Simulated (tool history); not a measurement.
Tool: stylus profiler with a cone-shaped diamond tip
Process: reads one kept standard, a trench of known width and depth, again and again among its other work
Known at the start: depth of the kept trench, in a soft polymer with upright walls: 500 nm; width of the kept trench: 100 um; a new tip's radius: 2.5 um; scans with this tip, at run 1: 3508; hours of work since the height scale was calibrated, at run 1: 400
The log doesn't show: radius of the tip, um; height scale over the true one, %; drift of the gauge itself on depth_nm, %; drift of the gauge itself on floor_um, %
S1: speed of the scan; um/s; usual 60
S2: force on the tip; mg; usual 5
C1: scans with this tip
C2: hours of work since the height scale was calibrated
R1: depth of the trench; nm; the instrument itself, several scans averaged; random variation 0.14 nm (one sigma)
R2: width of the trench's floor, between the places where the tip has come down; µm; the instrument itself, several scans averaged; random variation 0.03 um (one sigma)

| run | hour | S1 | S2 | C1 | C2 | R1 | R2 |
|---|---|---|---|---|---|---|---|
| 1 | 0 | 60 | 5 | 3508 | 400 | 509.17 | 96.52 |
| 2 | 56 | 60 | 5 | 3836 | 437 | 509.01 | 96.55 |
| 3 | 126.2 | 60 | 5 | 4249 | 484 | 508.8 | 96.49 |
| 4 | 168.7 | 60 | 5 | 4499 | 513 | 508.83 | 96.43 |
| 5 | 210.1 | 60 | 5 | 4742 | 541 | 508.89 | 96.44 |
| 6 | 278.6 | 60 | 5 | 5144 | 586 | 508.73 | 96.39 |
| 7 | 326.9 | 60 | 13.82 | 5428 | 619 | 518.38 | 96.4 |
| 8 | 379.1 | 157 | 5 | 5734 | 654 | 508.57 | 96.05 |
| 9 | 431.9 | 157 | 5 | 6045 | 689 | 508.38 | 96.04 |
| 10 | 477.5 | 60 | 7.35 | 6313 | 720 | 511.47 | 96.28 |
| 11 | 532.7 | 126 | 7.35 | 6637 | 757 | 511.23 | 96.14 |
| 12 | 574.7 | 49 | 5 | 6884 | 785 | 508.13 | 96.22 |
| 13 | 640 | 49 | 5 | 7267 | 828 | 508.19 | 96.17 |
| 14 | 711.2 | 49 | 5 | 7685 | 876 | 508.2 | 96.17 |
| 15 | 785.3 | 27 | 11.22 | 8121 | 926 | 515.38 | 96.22 |
| 16 | 833 | 27 | 11.22 | 8401 | 958 | 515.28 | 96.16 |
| 17 | 893.6 | 27 | 3.82 | 8757 | 998 | 506.1 | 96.08 |
| 18 | 943.1 | 43 | 13.36 | 9048 | 1031 | 517.1 | 96.03 |
| 19 | 981 | 39 | 7.52 | 9270 | 1057 | 510.8 | 96.03 |
| 20 | 1058.6 | 60 | 3.11 | 9726 | 1109 | 504.94 | 95.93 |
| 21 | 1114.2 | 76 | 2.16 | 10053 | 1146 | 503.12 | 95.74 |

Forecast each of these 4 alternatives for the next run:
| A | 1153.5 | 169 | 9.2 | 10283 | 1172 | ? | ? |
| B | 1153.5 | 208 | 10.36 | 10283 | 1172 | ? | ? |
| C | 1153.5 | 76 | 5.08 | 10283 | 1172 | ? | ? |
| D | 1153.5 | 102 | 8.51 | 10283 | 1172 | ? | ? |

| run | R1 | R2 |
|---|---|---|
| A | 512.55 | 95.74 |
| B | 513.85 | 95.66 |
| C | 507.76 | 95.81 |
| D | 511.76 | 95.83 |
Without the tool's hidden state the same runs would have given:
| run | R1 | R2 |
|---|---|---|
| A | 515.19 | 96.73 |
| B | 516.49 | 96.64 |
| C | 510.37 | 96.79 |
| D | 514.39 | 96.81 |

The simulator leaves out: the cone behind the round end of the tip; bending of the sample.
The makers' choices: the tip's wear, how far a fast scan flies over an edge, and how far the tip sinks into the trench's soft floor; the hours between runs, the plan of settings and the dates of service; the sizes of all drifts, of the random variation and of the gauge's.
